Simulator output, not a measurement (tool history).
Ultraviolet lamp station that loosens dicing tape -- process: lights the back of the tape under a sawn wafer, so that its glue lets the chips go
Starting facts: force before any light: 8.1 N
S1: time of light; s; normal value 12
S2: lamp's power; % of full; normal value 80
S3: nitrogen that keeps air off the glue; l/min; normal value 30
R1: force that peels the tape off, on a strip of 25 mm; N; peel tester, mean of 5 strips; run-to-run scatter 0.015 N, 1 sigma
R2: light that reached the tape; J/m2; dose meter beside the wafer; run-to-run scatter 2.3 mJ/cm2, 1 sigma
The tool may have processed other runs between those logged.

Run 1, day 0: usual settings. Result: R1 0.677 N, R2 2360 J/m2.
Run 2, day 0.492: usual settings. Result: R1 0.715 N, R2 2400 J/m2.
Run 3, day 1.254: usual settings. Result: R1 0.686 N, R2 2380 J/m2.
Run 4, day 1.967: usual settings. Result: R1 0.709 N, R2 2380 J/m2.
Run 5, day 2.379: usual settings. Result: R1 0.687 N, R2 2390 J/m2.
Run 6, day 2.883: usual settings. Result: R1 0.689 N, R2 2360 J/m2.
Run 7, day 3.296: usual settings but S2 92 % of full. Result: R1 0.493 N, R2 2730 J/m2.
Run 8, day 3.692: usual settings but S3 9 l/min. Result: R1 1.193 N, R2 2360 J/m2.
Run 9, day 4.229: usual settings but S3 9 l/min. Result: R1 1.152 N, R2 2350 J/m2.
Run 10, day 4.838: usual settings but S2 96 % of full. Result: R1 0.445 N, R2 2820 J/m2.
Run 11, day 5.35: usual settings but S2 96 % of full. Result: R1 0.434 N, R2 2870 J/m2.
Run 12, day 6.162: usual settings but S2 96 % of full. Result: R1 0.435 N, R2 2840 J/m2.
Run 13, day 6.654: usual settings but S3 15 l/min. Result: R1 0.919 N, R2 2330 J/m2.
Run 14, day 7.104: usual settings but S3 40 l/min. Result: R1 0.596 N, R2 2330 J/m2.
Run 15, day 7.825: usual settings but S1 6 s. Result: R1 2.383 N, R2 1160 J/m2.
Run 16, day 8.15: usual settings but S1 6 s. Result: R1 2.244 N, R2 1170 J/m2.
Run 17, day 8.55: usual settings but S1 20 s, S2 63 % of full. Result: R1 0.343 N, R2 3080 J/m2.
Run 18, day 9.304: usual settings but S1 10 s. Result: R1 1.011 N, R2 2010 J/m2.
Run 19, day 10.071: usual settings but S1 10 s. Result: R1 0.989 N, R2 1980 J/m2.
Run 20, day 10.8: usual settings but S1 10 s. Result: R1 1.034 N, R2 1930 J/m2.
Run 21, day 11.142: usual settings but S1 10 s. Result: R1 1.024 N, R2 1980 J/m2.
Run 22, day 11.621: usual settings but S1 10 s, S3 58 l/min. Result: R1 0.826 N, R2 1950 J/m2.
Run 23, day 12.388: usual settings but S1 10 s, S3 58 l/min. Result: R1 0.831 N, R2 1950 J/m2.
Run 24, day 13.183: usual settings but S1 7 s, S3 54 l/min. Result: R1 1.647 N, R2 1380 J/m2.
Run 25, day 13.633: usual settings but S1 7 s, S2 98 % of full, S3 36 l/min. Result: R1 1.29 N, R2 1680 J/m2.
Run 26, day 14.171: usual settings but S1 7 s, S2 88 % of full, S3 36 l/min. Result: R1 1.511 N, R2 1520 J/m2.
Run 27, day 14.8: usual settings but S1 7 s, S2 88 % of full, S3 36 l/min. Result: R1 1.556 N, R2 1520 J/m2.
Run 28, day 15.596: usual settings but S3 15 l/min. Result: R1 0.923 N, R2 2340 J/m2.
Run 29, day 16.212: usual settings but S2 87 % of full, S3 26 l/min. Result: R1 0.61 N, R2 2590 J/m2.
Run 30, day 16.992: usual settings but S1 11 s, S2 83 % of full, S3 22 l/min. Result: R1 0.861 N, R2 2260 J/m2.
Run 31, day 17.642: usual settings but S1 11 s, S2 94 % of full. Result: R1 0.573 N, R2 2550 J/m2.

4 ways to go on from here, each from the tool as it stands after run 31. What would each give?
Run A, day 18.325: usual settings but S1 10 s, S2 70 % of full, S3 19 l/min. Result: R1 ?, R2 ?.
Run B, day 18.325: usual settings. Result: R1 ?, R2 ?.
Run C, day 18.325: usual settings but S1 11 s, S2 61 % of full, S3 15 l/min. Result: R1 ?, R2 ?.
Run D, day 18.325: usual settings but S1 11 s, S2 89 % of full, S3 27 l/min. Result: R1 ?, R2 ?.

run     R1    R2
  A  1.556  1690
  B  0.666  2330
  C  1.799  1640
  D  0.669  2390
With the hidden condition removed and each run's random variation left untouched, the same runs would have given:
run     R1    R2
  A  1.553  1700
  B  0.664  2340
  C  1.796  1640
  D  0.667  2400
